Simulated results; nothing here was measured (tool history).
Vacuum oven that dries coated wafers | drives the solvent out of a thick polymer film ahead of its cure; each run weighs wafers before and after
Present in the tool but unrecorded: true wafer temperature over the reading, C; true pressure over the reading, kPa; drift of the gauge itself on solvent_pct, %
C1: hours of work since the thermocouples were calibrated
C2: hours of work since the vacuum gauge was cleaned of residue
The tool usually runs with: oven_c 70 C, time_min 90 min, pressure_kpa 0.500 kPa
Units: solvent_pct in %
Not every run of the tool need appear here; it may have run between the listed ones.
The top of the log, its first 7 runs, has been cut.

run 8 hour=106.8 | oven_c=70 time_min=111 pressure_kpa=0.500 | C1=238 C2=133 | solvent_pct=1.93
run 9 hour=125.7 | oven_c=70 time_min=90 pressure_kpa=0.500 | C1=246 C2=141 | solvent_pct=2.97
run 10 hour=142.5 | oven_c=70 time_min=90 pressure_kpa=0.500 | C1=254 C2=149 | solvent_pct=2.82
run 11 hour=157.6 | oven_c=70 time_min=90 pressure_kpa=0.500 | C1=260 C2=155 | solvent_pct=2.83
run 12 hour=170.2 | oven_c=70 time_min=90 pressure_kpa=0.500 | C1=265 C2=160 | solvent_pct=2.81
run 13 hour=183.4 | oven_c=70 time_min=90 pressure_kpa=0.500 | C1=271 C2=166 | solvent_pct=2.89
run 14 hour=194.0 | oven_c=70 time_min=90 pressure_kpa=0.500 | C1=275 C2=170 | solvent_pct=2.95
run 15 hour=208.8 | oven_c=58 time_min=90 pressure_kpa=0.500 | C1=282 C2=177 | solvent_pct=7.74
-- hour=211.3 vacuum gauge cleaned of residue and calibrated
run 16 hour=219.3 | oven_c=70 time_min=47 pressure_kpa=0.500 | C1=286 C2=3 | solvent_pct=6.21
run 17 hour=232.5 | oven_c=70 time_min=47 pressure_kpa=0.500 | C1=291 C2=9 | solvent_pct=6.15
run 18 hour=250.8 | oven_c=70 time_min=90 pressure_kpa=0.500 | C1=299 C2=17 | solvent_pct=2.91
run 19 hour=267.5 | oven_c=70 time_min=90 pressure_kpa=0.500 | C1=306 C2=24 | solvent_pct=2.93
run 20 hour=276.8 | oven_c=70 time_min=90 pressure_kpa=0.500 | C1=310 C2=28 | solvent_pct=2.90
-- hour=285.3 vacuum gauge cleaned of residue and calibrated, once more
run 21 hour=298.5 | oven_c=59 time_min=119 pressure_kpa=0.609 | C1=319 C2=6 | solvent_pct=5.99
run 22 hour=309.8 | oven_c=59 time_min=51 pressure_kpa=0.361 | C1=323 C2=10 | solvent_pct=9.87
run 23 hour=322.2 | oven_c=60 time_min=76 pressure_kpa=0.879 | C1=329 C2=16 | solvent_pct=7.85

Estimate the outcome of run 24 from the log above:
run 24 hour=331.6 | oven_c=60 time_min=76 pressure_kpa=0.879 | C1=333 C2=20 | solvent_pct=?

solvent_pct: 7.91 %
Without the tool's hidden state the same run would have given solvent_pct 7.75 %.
